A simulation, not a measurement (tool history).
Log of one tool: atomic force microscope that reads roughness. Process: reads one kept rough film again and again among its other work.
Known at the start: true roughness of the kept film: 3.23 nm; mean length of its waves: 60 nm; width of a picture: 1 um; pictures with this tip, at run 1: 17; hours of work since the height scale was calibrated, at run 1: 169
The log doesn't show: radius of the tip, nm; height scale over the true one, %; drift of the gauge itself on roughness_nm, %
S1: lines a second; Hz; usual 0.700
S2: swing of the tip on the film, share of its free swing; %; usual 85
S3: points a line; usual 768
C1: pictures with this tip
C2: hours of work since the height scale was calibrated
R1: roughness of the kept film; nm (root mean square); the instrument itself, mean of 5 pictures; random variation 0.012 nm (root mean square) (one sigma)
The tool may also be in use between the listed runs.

run,hour,S1,S2,S3,C1,C2,R1
1,0.0,0.700,85,768,17,169,2.853
2,9.9,0.700,85,768,28,173,2.800
3,25.3,0.700,63,768,45,181,2.976
4,32.8,1.455,63,768,53,184,2.862
5,47.1,0.700,85,768,69,191,2.741
# hour 50.7: new tip fitted
6,56.2,0.700,72,768,6,195,3.016
7,68.1,0.869,74,339,19,200,2.921
8,75.3,1.838,77,841,27,204,2.655
9,85.9,1.838,77,711,39,209,2.628
10,101.2,0.700,85,1018,56,216,2.758
11,111.7,0.700,79,467,67,221,2.817

Measured less the same run without the tool's hidden state. The same run-to-run variation is in both; the gauge's scatter may not be:
run,R1
1,-0.042
2,-0.066
3,-0.107
4,-0.119
5,-0.148
6,-0.011
7,-0.042
8,-0.053
9,-0.076
10,-0.118
11,-0.147
